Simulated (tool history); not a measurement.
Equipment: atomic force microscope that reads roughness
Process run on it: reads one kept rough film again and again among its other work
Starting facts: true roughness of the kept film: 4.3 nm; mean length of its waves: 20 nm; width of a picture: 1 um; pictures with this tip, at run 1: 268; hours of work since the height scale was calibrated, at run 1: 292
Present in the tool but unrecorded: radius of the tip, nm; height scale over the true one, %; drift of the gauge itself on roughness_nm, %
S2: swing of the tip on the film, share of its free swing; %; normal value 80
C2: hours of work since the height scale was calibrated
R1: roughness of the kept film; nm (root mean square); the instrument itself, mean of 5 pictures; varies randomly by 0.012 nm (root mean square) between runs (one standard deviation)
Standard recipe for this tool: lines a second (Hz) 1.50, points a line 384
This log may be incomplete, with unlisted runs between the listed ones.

run 1 hour=0.0 | lines_a_second_(Hz)=1.50 S2=80 points_a_line=384 | pictures_with_this_tip=268 C2=292 | R1=1.813
run 2 hour=11.5 | lines_a_second_(Hz)=2.05 S2=80 points_a_line=384 | pictures_with_this_tip=282 C2=299 | R1=1.722
run 3 hour=20.2 | lines_a_second_(Hz)=1.50 S2=79 points_a_line=384 | pictures_with_this_tip=293 C2=305 | R1=1.758
-- hour=24.2 new tip fitted
run 4 hour=33.9 | lines_a_second_(Hz)=1.50 S2=79 points_a_line=384 | pictures_with_this_tip=12 C2=313 | R1=2.712
run 5 hour=46.0 | lines_a_second_(Hz)=1.50 S2=79 points_a_line=384 | pictures_with_this_tip=27 C2=320 | R1=2.643
run 6 hour=56.1 | lines_a_second_(Hz)=1.50 S2=79 points_a_line=384 | pictures_with_this_tip=39 C2=326 | R1=2.596
run 7 hour=66.4 | lines_a_second_(Hz)=1.50 S2=79 points_a_line=384 | pictures_with_this_tip=52 C2=332 | R1=2.528
run 8 hour=79.1 | lines_a_second_(Hz)=0.64 S2=79 points_a_line=384 | pictures_with_this_tip=67 C2=340 | R1=2.526
run 9 hour=88.9 | lines_a_second_(Hz)=0.64 S2=59 points_a_line=384 | pictures_with_this_tip=79 C2=346 | R1=2.504
run 10 hour=102.4 | lines_a_second_(Hz)=0.64 S2=59 points_a_line=384 | pictures_with_this_tip=96 C2=354 | R1=2.438
run 11 hour=118.2 | lines_a_second_(Hz)=1.50 S2=80 points_a_line=384 | pictures_with_this_tip=115 C2=364 | R1=2.259
run 12 hour=131.4 | lines_a_second_(Hz)=1.50 S2=80 points_a_line=384 | pictures_with_this_tip=132 C2=372 | R1=2.185
run 13 hour=147.0 | lines_a_second_(Hz)=1.50 S2=70 points_a_line=384 | pictures_with_this_tip=151 C2=381 | R1=2.185
run 14 hour=159.2 | lines_a_second_(Hz)=1.50 S2=70 points_a_line=384 | pictures_with_this_tip=166 C2=389 | R1=2.135
run 15 hour=174.3 | lines_a_second_(Hz)=1.50 S2=61 points_a_line=384 | pictures_with_this_tip=184 C2=398 | R1=2.088
run 16 hour=183.3 | lines_a_second_(Hz)=1.50 S2=61 points_a_line=384 | pictures_with_this_tip=195 C2=404 | R1=2.058
run 17 hour=196.4 | lines_a_second_(Hz)=1.50 S2=61 points_a_line=384 | pictures_with_this_tip=211 C2=411 | R1=1.999
run 18 hour=205.8 | lines_a_second_(Hz)=1.50 S2=80 points_a_line=384 | pictures_with_this_tip=223 C2=417 | R1=1.910
run 19 hour=218.9 | lines_a_second_(Hz)=1.50 S2=80 points_a_line=384 | pictures_with_this_tip=239 C2=425 | R1=1.857
run 20 hour=235.2 | lines_a_second_(Hz)=1.50 S2=80 points_a_line=384 | pictures_with_this_tip=259 C2=435 | R1=1.788
run 21 hour=245.8 | lines_a_second_(Hz)=1.46 S2=80 points_a_line=384 | pictures_with_this_tip=272 C2=442 | R1=1.778
run 22 hour=252.8 | lines_a_second_(Hz)=1.46 S2=80 points_a_line=384 | pictures_with_this_tip=281 C2=446 | R1=1.769
run 23 hour=264.4 | lines_a_second_(Hz)=1.27 S2=80 points_a_line=384 | pictures_with_this_tip=295 C2=453 | R1=1.743
-- hour=266.8 new tip fitted
run 24 hour=277.4 | lines_a_second_(Hz)=1.50 S2=70 points_a_line=384 | pictures_with_this_tip=13 C2=461 | R1=2.762
run 25 hour=287.5 | lines_a_second_(Hz)=1.50 S2=70 points_a_line=384 | pictures_with_this_tip=26 C2=467 | R1=2.694
run 26 hour=294.4 | lines_a_second_(Hz)=1.50 S2=75 points_a_line=384 | pictures_with_this_tip=34 C2=471 | R1=2.635
run 27 hour=304.9 | lines_a_second_(Hz)=1.75 S2=83 points_a_line=384 | pictures_with_this_tip=47 C2=477 | R1=2.476
run 28 hour=318.8 | lines_a_second_(Hz)=1.50 S2=56 points_a_line=384 | pictures_with_this_tip=64 C2=486 | R1=2.568
run 29 hour=327.3 | lines_a_second_(Hz)=1.09 S2=68 points_a_line=451 | pictures_with_this_tip=75 C2=491 | R1=2.490
run 30 hour=342.7 | lines_a_second_(Hz)=1.50 S2=86 points_a_line=270 | pictures_with_this_tip=94 C2=500 | R1=2.240
run 31 hour=356.9 | lines_a_second_(Hz)=1.50 S2=86 points_a_line=270 | pictures_with_this_tip=111 C2=509 | R1=2.178
run 32 hour=371.6 | lines_a_second_(Hz)=0.75 S2=63 points_a_line=378 | pictures_with_this_tip=129 C2=518 | R1=2.272
run 33 hour=380.4 | lines_a_second_(Hz)=0.75 S2=63 points_a_line=378 | pictures_with_this_tip=140 C2=523 | R1=2.252
run 34 hour=393.1 | lines_a_second_(Hz)=0.75 S2=63 points_a_line=378 | pictures_with_this_tip=156 C2=531 | R1=2.185
run 35 hour=406.2 | lines_a_second_(Hz)=0.75 S2=66 points_a_line=489 | pictures_with_this_tip=172 C2=539 | R1=2.134
run 36 hour=421.3 | lines_a_second_(Hz)=2.27 S2=86 points_a_line=575 | pictures_with_this_tip=190 C2=548 | R1=1.896
run 37 hour=432.4 | lines_a_second_(Hz)=0.76 S2=64 points_a_line=662 | pictures_with_this_tip=204 C2=555 | R1=2.066
run 38 hour=447.5 | lines_a_second_(Hz)=1.80 S2=68 points_a_line=257 | pictures_with_this_tip=222 C2=564 | R1=1.886
run 39 hour=454.3 | lines_a_second_(Hz)=0.60 S2=61 points_a_line=664 | pictures_with_this_tip=231 C2=568 | R1=1.984
run 40 hour=469.3 | lines_a_second_(Hz)=0.60 S2=62 points_a_line=993 | pictures_with_this_tip=249 C2=577 | R1=1.947
run 41 hour=482.2 | lines_a_second_(Hz)=2.86 S2=60 points_a_line=629 | pictures_with_this_tip=265 C2=585 | R1=1.838
run 42 hour=493.1 | lines_a_second_(Hz)=2.86 S2=60 points_a_line=629 | pictures_with_this_tip=278 C2=592 | R1=1.810
run 43 hour=501.9 | lines_a_second_(Hz)=1.13 S2=84 points_a_line=629 | pictures_with_this_tip=289 C2=597 | R1=1.746
-- hour=509.4 new tip fitted
run 44 hour=518.0 | lines_a_second_(Hz)=1.50 S2=78 points_a_line=384 | pictures_with_this_tip=10 C2=607 | R1=2.700
run 45 hour=531.9 | lines_a_second_(Hz)=1.50 S2=78 points_a_line=384 | pictures_with_this_tip=27 C2=615 | R1=2.629
run 46 hour=548.3 | lines_a_second_(Hz)=1.50 S2=74 points_a_line=273 | pictures_with_this_tip=48 C2=625 | R1=2.503
run 47 hour=561.1 | lines_a_second_(Hz)=1.50 S2=74 points_a_line=273 | pictures_with_this_tip=63 C2=633 | R1=2.416
run 48 hour=576.0 | lines_a_second_(Hz)=3.25 S2=74 points_a_line=297 | pictures_with_this_tip=82 C2=642 | R1=2.244
run 49 hour=591.4 | lines_a_second_(Hz)=0.64 S2=81 points_a_line=297 | pictures_with_this_tip=101 C2=651 | R1=2.336
run 50 hour=600.9 | lines_a_second_(Hz)=0.65 S2=76 points_a_line=557 | pictures_with_this_tip=112 C2=657 | R1=2.336
run 51 hour=609.6 | lines_a_second_(Hz)=1.32 S2=76 points_a_line=603 | pictures_with_this_tip=123 C2=663 | R1=2.260
run 52 hour=622.7 | lines_a_second_(Hz)=1.50 S2=81 points_a_line=384 | pictures_with_this_tip=139 C2=671 | R1=2.117

Consider 3 possible next runs. They are alternatives, not a sequence: every one starts from the tool as it was left by run 52. What does each give?
run A hour=635.9 | lines_a_second_(Hz)=2.75 S2=62 points_a_line=900 | pictures_with_this_tip=155 C2=679 | R1=?
run B hour=635.9 | lines_a_second_(Hz)=1.50 S2=80 points_a_line=384 | pictures_with_this_tip=155 C2=679 | R1=?
run C hour=635.9 | lines_a_second_(Hz)=1.50 S2=83 points_a_line=521 | pictures_with_this_tip=155 C2=679 | R1=?

run=A R1=2.137
run=B R1=2.070
run=C R1=2.094
The same runs, with their run-to-run variation unchanged, on a tool lacking any hidden condition would have given:
run=A R1=2.891
run=B R1=2.800
run=C R1=2.833
